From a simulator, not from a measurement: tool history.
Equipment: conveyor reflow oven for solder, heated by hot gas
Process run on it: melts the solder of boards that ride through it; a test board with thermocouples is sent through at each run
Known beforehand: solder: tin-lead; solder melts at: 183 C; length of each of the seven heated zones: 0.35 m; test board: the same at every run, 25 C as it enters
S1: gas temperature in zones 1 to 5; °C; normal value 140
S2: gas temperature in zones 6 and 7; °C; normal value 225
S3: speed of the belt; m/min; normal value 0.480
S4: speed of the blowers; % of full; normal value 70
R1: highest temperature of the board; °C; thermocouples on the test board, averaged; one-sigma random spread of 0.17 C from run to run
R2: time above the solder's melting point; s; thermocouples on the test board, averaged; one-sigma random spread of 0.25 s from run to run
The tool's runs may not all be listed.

run	day	S1	S2	S3	S4	R1	R2
1	0.000	140	225	0.480	70	208.2	56.9
2	2.225	140	225	0.480	70	207.8	57.3
3	4.683	140	225	0.480	70	207.7	55.9
4	6.975	140	225	0.480	70	207.2	55.9
# day 7.742: flux residue cleaned out of gas plates and filters
5	8.988	140	225	0.480	70	205.6	53.3
6	10.417	140	225	0.480	70	205.7	53.0
7	12.162	140	225	0.480	70	205.5	53.0
# day 14.442: belt drive overhauled, speed set with a stopwatch
8	14.721	140	225	0.408	70	210.3	70.0
# day 16.550: flux residue cleaned out of gas plates and filters, once more
9	16.575	140	225	0.499	70	208.0	54.9
10	18.712	140	225	0.480	70	209.0	57.5
11	20.333	140	225	0.480	70	208.9	57.5
12	22.038	140	225	0.480	70	208.7	57.5
13	24.054	140	225	0.480	70	208.5	57.2
14	25.579	140	225	0.480	70	208.4	56.8
15	26.983	140	225	0.480	70	208.2	56.5
16	28.496	140	225	0.480	53	203.4	48.4
# day 30.038: flux residue cleaned out of gas plates and filters
17	30.808	140	225	0.392	70	215.3	81.1
18	33.204	131	222	0.504	67	202.5	43.0
19	35.517	140	225	0.480	55	204.8	51.1
# day 36.329: thermocouples of zones 6 and 7 changed
20	37.154	146	225	0.480	57	205.6	55.4
21	38.704	140	237	0.480	66	216.4	64.9
22	40.579	155	238	0.480	70	221.3	76.7
23	42.912	140	222	0.480	70	204.6	51.8
# day 43.504: flux residue cleaned out of gas plates and filters
24	45.538	135	228	0.480	87	214.1	62.5
25	47.012	140	225	0.404	87	216.4	80.4
26	49.500	140	225	0.404	87	216.1	80.9
27	51.208	135	225	0.480	62	204.8	50.3
28	53.712	140	224	0.480	70	207.5	55.9
29	55.975	140	224	0.480	58	203.8	49.9

5 ways to go on from here, each from the tool as it stands after run 29. What would each give?
# day 56.929: flux residue cleaned out of gas plates and filters
A	57.325	142	222	0.480	89	?	?
# day 56.929: flux residue cleaned out of gas plates and filters
B	57.325	130	224	0.458	58	?	?
# day 56.929: flux residue cleaned out of gas plates and filters
C	57.325	140	225	0.555	66	?	?
# day 56.929: flux residue cleaned out of gas plates and filters
D	57.325	147	228	0.480	86	?	?
# day 56.929: flux residue cleaned out of gas plates and filters
E	57.325	147	219	0.480	70	?	?

run	R1	R2
A	211.2	63.4
B	205.0	50.8
C	204.0	42.8
D	216.6	70.5
E	206.1	58.9
What these runs would have given with no unlogged condition in the tool:
run	R1	R2
A	210.3	61.9
B	204.0	49.1
C	203.1	41.3
D	215.7	69.2
E	205.2	57.3

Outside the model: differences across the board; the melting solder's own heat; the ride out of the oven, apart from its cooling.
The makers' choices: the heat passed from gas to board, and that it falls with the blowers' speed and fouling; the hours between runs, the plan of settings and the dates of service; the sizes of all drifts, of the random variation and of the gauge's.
